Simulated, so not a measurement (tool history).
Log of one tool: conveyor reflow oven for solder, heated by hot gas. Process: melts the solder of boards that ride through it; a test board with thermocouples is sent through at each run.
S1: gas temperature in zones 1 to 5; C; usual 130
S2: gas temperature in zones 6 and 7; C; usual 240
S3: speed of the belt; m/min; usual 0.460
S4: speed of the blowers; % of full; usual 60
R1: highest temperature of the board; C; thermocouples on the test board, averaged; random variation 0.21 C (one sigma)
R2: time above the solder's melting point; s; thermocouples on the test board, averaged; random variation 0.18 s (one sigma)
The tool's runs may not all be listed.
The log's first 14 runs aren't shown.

{"hour": 158.3, "done": "flux residue cleaned out of gas plates and filters"}
{"run": 15, "hour": 165.2, "S1": 130, "S2": 240, "S3": 0.46, "S4": 60, "R1": 222.2, "R2": 80.9}
{"run": 16, "hour": 175.4, "S1": 131, "S2": 240, "S3": 0.46, "S4": 74, "R1": 225.2, "R2": 84.2}
{"run": 17, "hour": 188.8, "S1": 132, "S2": 240, "S3": 0.426, "S4": 74, "R1": 227.9, "R2": 94.3}
{"hour": 205.4, "done": "belt drive overhauled, speed set with a stopwatch, once more"}
{"run": 18, "hour": 208.1, "S1": 132, "S2": 240, "S3": 0.426, "S4": 74, "R1": 227.0, "R2": 92.6}
{"run": 19, "hour": 225.4, "S1": 132, "S2": 240, "S3": 0.426, "S4": 74, "R1": 227.5, "R2": 92.4}
{"run": 20, "hour": 234.6, "S1": 145, "S2": 241, "S3": 0.426, "S4": 74, "R1": 229.7, "R2": 100.3}
{"run": 21, "hour": 245.0, "S1": 145, "S2": 241, "S3": 0.426, "S4": 74, "R1": 229.4, "R2": 100.3}
{"run": 22, "hour": 262.9, "S1": 145, "S2": 241, "S3": 0.426, "S4": 74, "R1": 229.8, "R2": 100.4}
{"run": 23, "hour": 276.6, "S1": 134, "S2": 242, "S3": 0.515, "S4": 69, "R1": 221.7, "R2": 72.0}
{"run": 24, "hour": 291.0, "S1": 115, "S2": 230, "S3": 0.414, "S4": 89, "R1": 219.0, "R2": 82.4}
{"run": 25, "hour": 306.3, "S1": 137, "S2": 251, "S3": 0.51, "S4": 64, "R1": 229.5, "R2": 80.1}
{"run": 26, "hour": 323.3, "S1": 137, "S2": 234, "S3": 0.427, "S4": 81, "R1": 223.1, "R2": 91.5}
{"run": 27, "hour": 341.4, "S1": 134, "S2": 228, "S3": 0.46, "S4": 65, "R1": 212.3, "R2": 71.4}
{"run": 28, "hour": 358.9, "S1": 134, "S2": 228, "S3": 0.46, "S4": 65, "R1": 212.3, "R2": 71.5}
{"run": 29, "hour": 375.5, "S1": 134, "S2": 228, "S3": 0.46, "S4": 65, "R1": 212.4, "R2": 71.4}
{"run": 30, "hour": 392.0, "S1": 131, "S2": 239, "S3": 0.5, "S4": 77, "R1": 221.4, "R2": 72.9}

4 ways to go on from here, each from the tool as it stands after run 30. What would each give?
{"run": "A", "hour": 403.0, "S1": 130, "S2": 243, "S3": 0.46, "S4": 60, "R1": "?", "R2": "?"}
{"run": "B", "hour": 403.0, "S1": 130, "S2": 228, "S3": 0.46, "S4": 63, "R1": "?", "R2": "?"}
{"run": "C", "hour": 403.0, "S1": 131, "S2": 252, "S3": 0.5, "S4": 77, "R1": "?", "R2": "?"}
{"run": "D", "hour": 403.0, "S1": 121, "S2": 240, "S3": 0.547, "S4": 63, "R1": "?", "R2": "?"}

run=A R1=224.1 R2=80.4
run=B R1=210.8 R2=68.0
run=C R1=232.6 R2=81.6
run=D R1=212.6 R2=54.1
Without the tool's hidden state the same runs would have given:
run=A R1=225.5 R2=81.7
run=B R1=212.1 R2=69.8
run=C R1=234.2 R2=82.7
run=D R1=214.2 R2=55.8
